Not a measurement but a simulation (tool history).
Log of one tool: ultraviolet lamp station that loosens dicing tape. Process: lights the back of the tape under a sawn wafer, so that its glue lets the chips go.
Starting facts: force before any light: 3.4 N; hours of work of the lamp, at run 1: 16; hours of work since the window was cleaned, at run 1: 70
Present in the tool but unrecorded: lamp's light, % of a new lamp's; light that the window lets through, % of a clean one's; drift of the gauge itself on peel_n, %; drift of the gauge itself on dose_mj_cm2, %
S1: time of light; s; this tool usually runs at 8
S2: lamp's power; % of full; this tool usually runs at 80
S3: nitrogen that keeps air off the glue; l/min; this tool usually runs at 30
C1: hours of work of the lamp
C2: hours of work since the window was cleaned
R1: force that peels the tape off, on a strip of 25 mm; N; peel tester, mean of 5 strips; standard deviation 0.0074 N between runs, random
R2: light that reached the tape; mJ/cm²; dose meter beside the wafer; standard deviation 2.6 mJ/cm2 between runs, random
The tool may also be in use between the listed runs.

{"run": 1, "hour": 0.0, "S1": 8, "S2": 80, "S3": 30, "C1": 16, "C2": 70, "R1": 0.285, "R2": 309}
{"run": 2, "hour": 6.5, "S1": 8, "S2": 80, "S3": 30, "C1": 19, "C2": 73, "R1": 0.284, "R2": 304}
{"run": 3, "hour": 16.3, "S1": 8, "S2": 80, "S3": 30, "C1": 23, "C2": 78, "R1": 0.298, "R2": 305}
{"run": 4, "hour": 23.3, "S1": 8, "S2": 80, "S3": 16, "C1": 26, "C2": 81, "R1": 0.431, "R2": 304}
{"run": 5, "hour": 28.5, "S1": 8, "S2": 80, "S3": 30, "C1": 29, "C2": 83, "R1": 0.302, "R2": 303}
{"run": 6, "hour": 34.7, "S1": 8, "S2": 80, "S3": 30, "C1": 32, "C2": 86, "R1": 0.302, "R2": 305}
{"run": 7, "hour": 39.4, "S1": 8, "S2": 80, "S3": 30, "C1": 34, "C2": 88, "R1": 0.295, "R2": 307}
{"run": 8, "hour": 48.9, "S1": 10, "S2": 80, "S3": 10, "C1": 38, "C2": 93, "R1": 0.4, "R2": 379}
{"run": 9, "hour": 54.7, "S1": 10, "S2": 80, "S3": 12, "C1": 41, "C2": 95, "R1": 0.349, "R2": 378}
{"run": 10, "hour": 60.7, "S1": 10, "S2": 80, "S3": 12, "C1": 43, "C2": 98, "R1": 0.346, "R2": 380}
{"run": 11, "hour": 70.4, "S1": 10, "S2": 80, "S3": 12, "C1": 48, "C2": 102, "R1": 0.384, "R2": 382}
{"run": 12, "hour": 79.7, "S1": 10, "S2": 80, "S3": 12, "C1": 52, "C2": 106, "R1": 0.348, "R2": 376}

Alternative continuations, all from the tool just after run 12; predict every row:
{"run": "A", "hour": 87.2, "S1": 8, "S2": 80, "S3": 10, "C1": 56, "C2": 110, "R1": "?", "R2": "?"}
{"run": "B", "hour": 87.2, "S1": 12, "S2": 81, "S3": 12, "C1": 56, "C2": 110, "R1": "?", "R2": "?"}
{"run": "C", "hour": 87.2, "S1": 10, "S2": 80, "S3": 30, "C1": 56, "C2": 110, "R1": "?", "R2": "?"}
{"run": "D", "hour": 87.2, "S1": 13, "S2": 74, "S3": 22, "C1": 56, "C2": 110, "R1": "?", "R2": "?"}

run=A R1=0.615 R2=297
run=B R1=0.248 R2=449
run=C R1=0.202 R2=383
run=D R1=0.153 R2=448
With no hidden state in the tool, these same runs would have given:
run=A R1=0.566 R2=313
run=B R1=0.224 R2=473
run=C R1=0.183 R2=403
run=D R1=0.139 R2=472
